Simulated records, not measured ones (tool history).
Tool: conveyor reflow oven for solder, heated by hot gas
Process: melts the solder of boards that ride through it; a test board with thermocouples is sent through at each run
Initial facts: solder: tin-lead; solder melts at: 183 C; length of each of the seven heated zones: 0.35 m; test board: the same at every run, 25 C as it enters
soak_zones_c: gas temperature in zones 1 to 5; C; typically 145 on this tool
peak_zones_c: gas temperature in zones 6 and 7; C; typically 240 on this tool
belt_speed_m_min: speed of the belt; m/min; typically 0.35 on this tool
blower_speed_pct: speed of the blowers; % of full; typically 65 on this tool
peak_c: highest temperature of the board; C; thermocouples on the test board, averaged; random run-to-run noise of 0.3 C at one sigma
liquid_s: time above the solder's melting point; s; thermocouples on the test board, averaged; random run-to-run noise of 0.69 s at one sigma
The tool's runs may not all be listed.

run   hour  soak_zones_c  peak_zones_c  belt_speed_m_min  blower_speed_pct  peak_c  liquid_s
  1      0           145           240              0.35                65   230.7     109.2
  2   44.3           145           240              0.35                65   230.6     110.1
      82.9  -- flux residue cleaned out of gas plates and filters
  3     89           145           240              0.35                65   229.7     108.9
  4  129.3           145           240              0.35                65   229.4     108.5
  5  169.7           145           240              0.35                65   229.8     108.5
     194.7  -- flux residue cleaned out of gas plates and filters, once more
  6  216.5           145           240              0.35                65   231.9       110
  7  287.9           145           240              0.35                65   231.8     110.7
  8  351.1           145           240              0.35                65   231.9     111.6
  9  411.8           145           240              0.35                65   231.8     110.3
 10  460.6           145           240              0.35                65   231.6     110.9
 11  526.8           145           242              0.35                65   233.2     113.3
 12  567.8           145           242              0.38                65   230.3     101.3
 13  625.1           152           242              0.38                58   230.7       106
 14  678.1           145           229              0.35                58   219.9     101.9
 15  713.1           145           232              0.35                61   223.1     103.2
     768.8  -- flux residue cleaned out of gas plates and filters
 16    772           145           232              0.35                61   224.3     105.2
 17    831           145           249              0.35                79   242.7     119.4
 18  872.1           145           249             0.353                79   242.3     117.7
 19  923.4           145           249             0.353                79   242.1     117.1
 20  968.3           145           249             0.353                79   242.6     117.4

5 ways to go on from here, each from the tool as it stands after run 20. What would each give?
  A  1005           155           249             0.394                79       ?         ?
  B  1005           154           240              0.31                65       ?         ?
  C  1005           153           247             0.353                62       ?         ?
  D  1005           145           244              0.35                65       ?         ?
  E  1005           145           249             0.305                79       ?         ?

run  peak_c  liquid_s
  A   240.2     109.5
  B   235.6     134.5
  C   238.8     121.1
  D   235.9     113.3
  E   245.1       137
Stripped of hidden state, with their random variation kept, the same runs would have yielded:
run  peak_c  liquid_s
  A   238.4       106
  B   233.6     130.1
  C   236.9     117.2
  D     234     109.4
  E   243.1     132.7
